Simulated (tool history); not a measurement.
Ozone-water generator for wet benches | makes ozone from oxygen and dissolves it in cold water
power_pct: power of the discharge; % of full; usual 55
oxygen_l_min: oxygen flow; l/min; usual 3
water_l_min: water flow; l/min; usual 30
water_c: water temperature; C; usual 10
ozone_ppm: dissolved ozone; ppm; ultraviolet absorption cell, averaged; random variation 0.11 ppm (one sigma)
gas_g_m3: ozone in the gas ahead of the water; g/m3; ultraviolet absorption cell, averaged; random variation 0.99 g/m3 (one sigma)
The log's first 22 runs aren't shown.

run    hour  power_pct  oxygen_l_min  water_l_min  water_c  hours of work since the electrodes were changed  hours of work since the contactor was cleaned  hours of work since the thermometer was calibrated  ozone_ppm  gas_g_m3
 23  2996.1         80          3.68           19        7                                             8951                                           1684                                                2537       19.4       214
 24  3103.2        100          2.81           31       12                                             9053                                           1786                                                2638       13.1     297.4
 25  3273.5        100          2.81           31       12                                             9214                                           1948                                                2800       12.6     298.9
 26  3423.5         55             3           29       10                                             9357                                           2090                                                2942        8.2     168.1
 27  3531.8         72          1.67           38       14                                             9459                                           2193                                                3045        5.8     273.1
 28  3672.7         72          1.67           24       14                                             9593                                           2326                                                3178       10.2     273.5
 29  3829.5         72          1.67           20       14                                             9742                                           2475                                                3327       12.1     273.4
 30  3923.6         72          1.67           20       14                                             9831                                           2564                                                3417       12.4     271.4

Forecast each of these 3 alternatives for the next run:
  A  4052.8         72          1.67           20       17                                             9954                                           2687                                                3539          ?         ?
  B  4052.8         55             2           30       10                                             9954                                           2687                                                3539          ?         ?
  C  4052.8         55             3           19       13                                             9954                                           2687                                                3539          ?         ?

run  ozone_ppm  gas_g_m3
  A       11.9     273.2
  B        6.8     198.6
  C       12.3     164.3
Without the tool's hidden state the same runs would have given:
run  ozone_ppm  gas_g_m3
  A       11.9     280.6
  B        6.8     203.9
  C       12.3     168.7
